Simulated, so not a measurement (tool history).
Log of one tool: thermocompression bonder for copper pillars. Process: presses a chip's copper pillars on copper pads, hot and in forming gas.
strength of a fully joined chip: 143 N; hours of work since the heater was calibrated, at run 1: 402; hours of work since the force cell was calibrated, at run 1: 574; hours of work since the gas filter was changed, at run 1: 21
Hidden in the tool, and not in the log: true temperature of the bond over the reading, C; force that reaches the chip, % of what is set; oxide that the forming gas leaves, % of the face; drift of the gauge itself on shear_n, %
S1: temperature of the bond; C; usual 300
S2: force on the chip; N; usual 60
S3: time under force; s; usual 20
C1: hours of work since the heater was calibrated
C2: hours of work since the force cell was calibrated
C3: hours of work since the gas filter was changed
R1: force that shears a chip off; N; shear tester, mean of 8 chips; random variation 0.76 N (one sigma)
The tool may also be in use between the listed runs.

Run 1, hour 0: usual settings; C1 402; C2 574; C3 21. Result: R1 57.7 N.
Run 2, hour 22.7: usual settings; C1 415; C2 587; C3 34. Result: R1 57.5 N.
Run 3, hour 57.1: usual settings; C1 435; C2 607; C3 53. Result: R1 58.5 N.
Run 4, hour 78.7: usual settings; C1 447; C2 619; C3 66. Result: R1 58.6 N.
Run 5, hour 107.3: usual settings; C1 464; C2 636; C3 82. Result: R1 57.9 N.
Run 6, hour 134.1: usual settings; C1 479; C2 651; C3 97. Result: R1 58.5 N.
Run 7, hour 156.7: usual settings but S3 32 s; C1 492; C2 664; C3 110. Result: R1 68.5 N.
Run 8, hour 187.8: usual settings but S3 26 s; C1 510; C2 682; C3 128. Result: R1 63.6 N.
Run 9, hour 223.9: usual settings but S3 26 s; C1 531; C2 702; C3 149. Result: R1 64.2 N.
Run 10, hour 241.6: usual settings; C1 541; C2 713; C3 159. Result: R1 58.2 N.
Run 11, hour 257.6: usual settings; C1 550; C2 722; C3 168. Result: R1 57.4 N.
Run 12, hour 288.8: usual settings; C1 568; C2 740; C3 186. Result: R1 58.9 N.
Run 13, hour 317.9: usual settings; C1 584; C2 756; C3 203. Result: R1 59.4 N.
Run 14, hour 345.3: usual settings; C1 600; C2 772; C3 219. Result: R1 57.4 N.
Run 15, hour 380.1: usual settings but S2 48 N; C1 620; C2 792; C3 239. Result: R1 48.6 N.
Run 16, hour 415.1: usual settings but S2 48 N; C1 640; C2 812; C3 259. Result: R1 50.4 N.
Run 17, hour 452.7: usual settings; C1 662; C2 834; C3 280. Result: R1 57.1 N.
Run 18, hour 471.1: usual settings; C1 672; C2 844; C3 291. Result: R1 57 N.
Run 19, hour 491.7: usual settings; C1 684; C2 856; C3 303. Result: R1 58.2 N.
Run 20, hour 525.7: usual settings but S3 45 s; C1 704; C2 875; C3 322. Result: R1 76 N.
Run 21, hour 555.7: usual settings but S2 89 N, S3 42 s; C1 721; C2 893; C3 339. Result: R1 93.8 N.
Run 22, hour 581.3: usual settings but S2 53 N, S3 15 s; C1 736; C2 907; C3 354. Result: R1 46.8 N.
Run 23, hour 603.8: usual settings but S1 287 C, S2 40 N, S3 50 s; C1 748; C2 920; C3 367. Result: R1 51.4 N.
Run 24, hour 635.1: usual settings but S1 315 C, S2 40 N, S3 50 s; C1 766; C2 938; C3 385. Result: R1 76 N.
Run 25, hour 654.7: usual settings but S1 318 C, S2 46 N, S3 37 s; C1 778; C2 949; C3 396. Result: R1 79.3 N.
At hour 675.2: forming gas filter changed.
Run 26, hour 681.7: usual settings but S1 323 C, S2 55 N, S3 44 s; C1 793; C2 965; C3 4. Result: R1 93 N.
Run 27, hour 705.9: usual settings but S1 323 C, S2 55 N, S3 44 s; C1 807; C2 978; C3 18. Result: R1 96.2 N.
Run 28, hour 733.6: usual settings but S1 295 C, S2 43 N, S3 29 s; C1 823; C2 994; C3 33. Result: R1 50 N.
Run 29, hour 769.9: usual settings but S1 287 C, S2 61 N; C1 843; C2 1015; C3 54. Result: R1 47.9 N.
Run 30, hour 785.1: usual settings but S1 287 C, S2 81 N; C1 852; C2 1024; C3 63. Result: R1 59.3 N.
Run 31, hour 810.2: usual settings but S1 287 C, S2 81 N; C1 866; C2 1038; C3 77. Result: R1 57.5 N.
Run 32, hour 830.5: usual settings but S1 293 C, S2 85 N, S3 36 s; C1 878; C2 1050; C3 89. Result: R1 80.4 N.
Run 33, hour 849: usual settings but S1 308 C, S2 40 N, S3 15 s; C1 889; C2 1061; C3 100. Result: R1 43.6 N.
Run 34, hour 867.3: usual settings but S1 308 C, S2 40 N, S3 26 s; C1 899; C2 1071; C3 110. Result: R1 54.9 N.
Run 35, hour 892.2: usual settings but S1 308 C, S2 40 N, S3 26 s; C1 913; C2 1085; C3 124. Result: R1 54.4 N.
Run 36, hour 908.5: usual settings but S1 308 C, S2 40 N, S3 26 s; C1 923; C2 1095; C3 134. Result: R1 54.9 N.
Run 37, hour 936.5: usual settings but S1 308 C, S2 52 N, S3 26 s; C1 939; C2 1111; C3 150. Result: R1 64.4 N.
Run 38, hour 952.2: usual settings but S1 308 C, S2 52 N, S3 26 s; C1 948; C2 1120; C3 159. Result: R1 64.2 N.
At hour 975: force cell calibrated.
Run 39, hour 988.1: usual settings but S2 74 N; C1 968; C2 7; C3 179. Result: R1 67.5 N.
Run 40, hour 1019.6: usual settings but S2 39 N, S3 18 s; C1 986; C2 26; C3 197. Result: R1 40.5 N.

4 ways to go on from here, each from the tool as it stands after run 40. What would each give?
Run A, hour 1040.6: usual settings but S1 318 C, S2 43 N; C1 998; C2 38; C3 209. Result: R1 ?.
Run B, hour 1040.6: usual settings but S1 304 C; C1 998; C2 38; C3 209. Result: R1 ?.
Run C, hour 1040.6: usual settings but S2 39 N, S3 29 s; C1 998; C2 38; C3 209. Result: R1 ?.
Run D, hour 1040.6: usual settings but S1 288 C; C1 998; C2 38; C3 209. Result: R1 ?.

run    R1
  A  59.6
  B  61.8
  C    50
  D  47.2
Without the tool's hidden state the same runs would have given:
run    R1
  A  59.2
  B  61.4
  C  49.7
  D  46.8
